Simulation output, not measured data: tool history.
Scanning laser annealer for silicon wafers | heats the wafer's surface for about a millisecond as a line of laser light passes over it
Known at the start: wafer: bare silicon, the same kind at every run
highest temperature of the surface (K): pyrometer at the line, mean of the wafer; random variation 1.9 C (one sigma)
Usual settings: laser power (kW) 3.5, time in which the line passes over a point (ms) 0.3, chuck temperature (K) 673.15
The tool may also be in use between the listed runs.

run,day,laser power (kW),time in which the line passes over a point (ms),chuck temperature (K),highest temperature of the surface (K)
1,0,3.5,0.3,673.15,1450.15
2,0.817,3.5,0.3,673.15,1451.15
3,1.354,3.5,0.3,673.15,1448.15
4,2.117,3.5,0.3,673.15,1454.15
5,2.825,3.5,0.3,673.15,1452.15
6,3.371,3.5,0.3,651.15,1425.15
7,3.933,3.796,0.3,673.15,1518.15
8,4.279,3.796,0.3,673.15,1521.15
9,4.833,3.5,0.3,673.15,1446.15
10,5.338,3.5,0.3,673.15,1450.15
11,5.671,3.5,0.3,673.15,1447.15
12,6.304,3.762,0.319,673.15,1529.15
13,6.796,3.5,0.244,673.15,1377.15
14,7.15,3.5,0.244,673.15,1380.15
15,7.917,3.174,0.301,650.15,1347.15
16,8.379,3.174,0.301,650.15,1347.15
17,8.721,3.058,0.243,692.15,1306.15
18,9.096,3.058,0.243,692.15,1301.15
19,9.892,3.058,0.243,692.15,1300.15
20,10.546,3.058,0.243,692.15,1301.15
21,10.904,3.058,0.243,692.15,1304.15
22,11.717,3.271,0.3,689.15,1412.15

5 ways to go on from here, each from the tool as it stands after run 22. What would each give?
A,12.2,3.78,0.3,666.15,?
B,12.2,3.5,0.264,636.15,?
C,12.2,3.048,0.336,637.15,?
D,12.2,3.38,0.325,673.15,?
E,12.2,3.5,0.3,658.15,?

run,highest temperature of the surface (K)
A,1502.15
B,1363.15
C,1338.15
D,1443.15
E,1430.15
Without the tool's hidden state the same runs would have given:
run,highest temperature of the surface (K)
A,1532.15
B,1390.15
C,1363.15
D,1471.15
E,1458.15
